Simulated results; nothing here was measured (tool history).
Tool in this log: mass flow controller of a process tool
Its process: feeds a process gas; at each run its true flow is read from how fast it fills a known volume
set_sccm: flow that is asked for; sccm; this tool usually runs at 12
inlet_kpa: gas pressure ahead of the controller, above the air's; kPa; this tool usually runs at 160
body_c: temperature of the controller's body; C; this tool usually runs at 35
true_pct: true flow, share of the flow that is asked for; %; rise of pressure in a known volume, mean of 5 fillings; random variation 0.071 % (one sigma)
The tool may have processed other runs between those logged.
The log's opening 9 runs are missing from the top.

{"run": 10, "hour": 1769.8, "set_sccm": 12, "inlet_kpa": 190, "body_c": 35, "true_pct": 97.81}
{"run": 11, "hour": 1936.7, "set_sccm": 12, "inlet_kpa": 160, "body_c": 32, "true_pct": 97.91}
{"hour": 1998.2, "done": "controller exchanged for a calibrated one"}
{"run": 12, "hour": 2060.7, "set_sccm": 12, "inlet_kpa": 160, "body_c": 32, "true_pct": 97.75}
{"run": 13, "hour": 2321.6, "set_sccm": 5, "inlet_kpa": 160, "body_c": 35, "true_pct": 97.19}
{"run": 14, "hour": 2444.3, "set_sccm": 5, "inlet_kpa": 160, "body_c": 35, "true_pct": 97.12}
{"run": 15, "hour": 2644.2, "set_sccm": 16, "inlet_kpa": 160, "body_c": 35, "true_pct": 97.18}
{"hour": 2797.9, "done": "gauge calibrated"}
{"run": 16, "hour": 2849.8, "set_sccm": 16, "inlet_kpa": 160, "body_c": 35, "true_pct": 99.46}
{"run": 17, "hour": 3100.5, "set_sccm": 16, "inlet_kpa": 160, "body_c": 35, "true_pct": 99.26}
{"run": 18, "hour": 3247.3, "set_sccm": 10, "inlet_kpa": 160, "body_c": 35, "true_pct": 98.94}
{"run": 19, "hour": 3397.9, "set_sccm": 10, "inlet_kpa": 160, "body_c": 35, "true_pct": 98.86}
{"run": 20, "hour": 3532.2, "set_sccm": 10, "inlet_kpa": 160, "body_c": 35, "true_pct": 98.69}
{"run": 21, "hour": 3671.9, "set_sccm": 12, "inlet_kpa": 160, "body_c": 35, "true_pct": 98.61}
{"run": 22, "hour": 3888.8, "set_sccm": 12, "inlet_kpa": 160, "body_c": 35, "true_pct": 98.59}
{"run": 23, "hour": 4045.5, "set_sccm": 12, "inlet_kpa": 160, "body_c": 35, "true_pct": 98.12}
{"run": 24, "hour": 4327.3, "set_sccm": 12, "inlet_kpa": 160, "body_c": 35, "true_pct": 98.26}
{"run": 25, "hour": 4610.6, "set_sccm": 12, "inlet_kpa": 230, "body_c": 35, "true_pct": 97.42}
{"run": 26, "hour": 4824.1, "set_sccm": 12, "inlet_kpa": 160, "body_c": 37, "true_pct": 97.46}
{"run": 27, "hour": 4982.7, "set_sccm": 8, "inlet_kpa": 178, "body_c": 28, "true_pct": 97.7}

Run 28 has not been measured yet. What should we expect?
{"run": 28, "hour": 5127.0, "set_sccm": 12, "inlet_kpa": 167, "body_c": 36, "true_pct": "?"}

{"run 28": {"true_pct": 97.37}}
Minus the tool's unlogged condition, the same run would have read true_pct 99.44 %.
